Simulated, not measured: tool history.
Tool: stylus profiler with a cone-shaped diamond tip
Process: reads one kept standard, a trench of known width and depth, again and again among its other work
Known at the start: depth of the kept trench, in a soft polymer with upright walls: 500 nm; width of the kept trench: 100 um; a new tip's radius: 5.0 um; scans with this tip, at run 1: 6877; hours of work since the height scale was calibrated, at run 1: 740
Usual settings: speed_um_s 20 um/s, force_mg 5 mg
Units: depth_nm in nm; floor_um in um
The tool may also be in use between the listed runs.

run    hour  speed_um_s  force_mg  scans with this tip  hours of work since the height scale was calibrated  depth_nm  floor_um
  1       0          20         5                 6877                                                  740    513.86     93.35
  2    19.1          20         5                 7017                                                  755    514.11     93.36
  3    58.4          20         5                 7305                                                  786    514.09     93.26
  4    81.3          20         5                 7473                                                  804    514.04     93.19
  5   118.6          20         5                 7745                                                  833    514.02     93.09
  6   140.6          20         5                 7906                                                  851    514.28     93.12
      177.2  -- new tip fitted, height scale calibrated
  7   184.7          20         5                   54                                                    6     512.5     95.56
  8   218.8          20     11.11                  304                                                   33    521.64     95.41
  9   257.4          20     11.11                  586                                                   63    521.82     95.33
 10   301.3          20     11.11                  908                                                   98    521.95     95.22
 11   341.8          20     11.11                 1204                                                  130    522.08     95.12
 12     366          20         5                 1382                                                  149    512.86     95.06
 13   393.7          20      7.89                 1584                                                  170    517.33     95.03
 14   424.6          20      7.89                 1810                                                  195    517.43     94.91
 15   459.9          20      7.89                 2069                                                  223    517.47     94.92
 16   489.9          20      6.79                 2288                                                  246    515.95      94.8
 17   512.9          20         5                 2457                                                  264    513.07      94.7
 18   554.7          20         5                 2762                                                  297    513.06     94.62
 19   584.1          20         5                 2978                                                  320    513.37     94.59
 20   617.7          20         5                 3224                                                  347    513.09     94.49
 21   643.6          20         5                 3413                                                  367    513.41     94.47
 22   667.9          20         5                 3591                                                  386    513.13     94.39
 23   708.4          57     14.82                 3887                                                  418    527.16     94.26
 24   727.1          17         5                 4024                                                  433    513.63     94.29
 25   745.6          17         5                 4160                                                  448     513.8     94.23
 26   764.1          25      3.12                 4295                                                  462    510.02     94.11
 27   785.7          65      2.83                 4453                                                  479    509.58     93.87
 28   808.1           7      4.87                 4617                                                  497    513.37     94.15
 29   841.1          17       3.3                 4859                                                  523    510.59     94.05
 30   870.3          17       3.3                 5072                                                  546    510.58     93.96
 31   901.5          24       8.5                 5301                                                  570    519.23     93.98
 32   920.5          31      5.59                 5440                                                  585    514.57     93.89
 33   948.5          16      9.15                 5645                                                  607    520.09     93.88
 34   972.9          16      9.15                 5824                                                  627    520.44     93.82
 35  1016.5          16      9.15                 6143                                                  661    520.14     93.72
 36  1051.4          17         5                 6398                                                  688    513.95     93.63
 37  1080.6          17      5.52                 6612                                                  711    514.84     93.61
 38  1103.7           7      5.53                 6781                                                  730    514.73     93.51
 39  1138.6          10     10.68                 7036                                                  757    522.41     93.53
 40  1163.7          79      2.17                 7220                                                  777    508.75     93.08
 41  1193.2          79      2.17                 7436                                                  800    508.82     92.96
 42  1223.3          36      2.05                 7656                                                  824    508.56     93.21
 43  1258.1          30      4.66                 7911                                                  851    513.81     93.29

Hidden state or all else? Some run-to-run changes of depth_nm, split into what the settings, what came in and random variation would give without the hidden state, and what is left for the hidden state (with any gauge scatter that isn't in both results):
The hidden state here: radius of the tip, um; height scale over the true one, %; drift of the gauge itself on depth_nm, %; drift of the gauge itself on floor_um, %.
Run 6 -> 7: new tip fitted, height scale calibrated. depth_nm -1.78 nm: hidden state -1.59, all else -0.19.
Run 9 -> 10: no setting changed, nothing entered. depth_nm +0.13 nm: hidden state +0.08, all else +0.05.
Run 22 -> 23: speed_um_s 20 -> 57, force_mg 5 -> 14.82. depth_nm +14.03 nm: hidden state +0.09, all else +13.94.
Run 23 -> 24: speed_um_s 57 -> 17, force_mg 14.82 -> 5. depth_nm -13.53 nm: hidden state +0.01, all else -13.54.
Run 39 -> 40: speed_um_s 10 -> 79, force_mg 10.68 -> 2.17. depth_nm -13.66 nm: hidden state +0, all else -13.66.
